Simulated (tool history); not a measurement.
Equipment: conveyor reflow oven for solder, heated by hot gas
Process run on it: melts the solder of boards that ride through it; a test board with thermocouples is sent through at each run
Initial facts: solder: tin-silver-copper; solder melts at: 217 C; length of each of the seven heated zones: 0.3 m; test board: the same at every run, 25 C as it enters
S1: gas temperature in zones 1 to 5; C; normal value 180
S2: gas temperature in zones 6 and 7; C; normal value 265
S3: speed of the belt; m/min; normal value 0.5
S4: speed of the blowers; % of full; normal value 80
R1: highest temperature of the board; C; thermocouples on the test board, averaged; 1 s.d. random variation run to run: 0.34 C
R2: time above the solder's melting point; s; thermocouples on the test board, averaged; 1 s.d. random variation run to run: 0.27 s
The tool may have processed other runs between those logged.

run,hour,S1,S2,S3,S4,R1,R2
1,0,180,265,0.5,80,250.1,54.5
2,43.1,180,265,0.5,80,250.4,54.4
3,79.4,180,265,0.6,80,243.9,39.7
4,132.2,194,265,0.5,80,251.9,62.2
5,184,195,265,0.5,80,251.5,61.9
6,215.1,180,265,0.533,80,246.3,47.7
7,259.6,189,265,0.5,80,250.4,58
8,315.6,167,265,0.5,80,245.9,45.4
# hour 324: flux residue cleaned out of gas plates and filters
9,365.8,180,265,0.5,80,244.5,48.2
10,402.2,180,265,0.5,56,238.4,40.8
11,454.5,180,265,0.5,81,244,47.3
12,496,180,263,0.5,81,241.2,45.6
13,549.3,180,263,0.5,81,240.5,45.1
14,598.2,180,263,0.5,81,240.3,44.3
15,652.5,180,265,0.501,80,241.9,45
16,694.1,180,265,0.501,80,241.6,44.5
# hour 721.7: flux residue cleaned out of gas plates and filters, once more
17,749.8,191,265,0.544,76,250.3,55
18,792.5,184,272,0.5,66,254.7,59.3
19,822.7,192,273,0.52,78,258.7,62.7
20,864,185,265,0.5,80,251.4,58.3
21,909.4,181,265,0.5,80,250.4,55.7
22,974.5,181,269,0.437,80,256.8,70
23,1014.8,181,269,0.526,80,251,53.4
24,1078.5,181,269,0.516,69,249.7,52.6
25,1131.5,168,269,0.516,69,245.6,44.9
# hour 1197.5: belt drive overhauled, speed set with a stopwatch
26,1200.1,168,269,0.516,69,243.5,42.7
# hour 1230: flux residue cleaned out of gas plates and filters
27,1236.3,192,265,0.5,80,252.8,62
28,1284.5,192,265,0.5,61,248.3,58.1
29,1339.9,192,265,0.5,61,247.5,57.7
30,1369.2,167,266,0.532,74,244.3,42.8

Each row is a separate what-if for the run after 30, all from the same tool condition, not one after another. Results?
# hour 1418.2: thermocouples of zones 6 and 7 changed
A,1423.8,182,265,0.5,80,?,?
# hour 1418.2: thermocouples of zones 6 and 7 changed
B,1423.8,175,276,0.532,52,?,?
# hour 1418.2: thermocouples of zones 6 and 7 changed
C,1423.8,182,267,0.532,53,?,?
# hour 1418.2: thermocouples of zones 6 and 7 changed
D,1423.8,167,255,0.532,74,?,?

run,R1,R2
A,251.9,56.4
B,248.8,46.2
C,243.3,45.1
D,236.6,35.3
Without the tool's unlogged condition, the same runs would have read:
run,R1,R2
A,253.2,57.2
B,250.1,47.2
C,244.5,46.2
D,238,37.1

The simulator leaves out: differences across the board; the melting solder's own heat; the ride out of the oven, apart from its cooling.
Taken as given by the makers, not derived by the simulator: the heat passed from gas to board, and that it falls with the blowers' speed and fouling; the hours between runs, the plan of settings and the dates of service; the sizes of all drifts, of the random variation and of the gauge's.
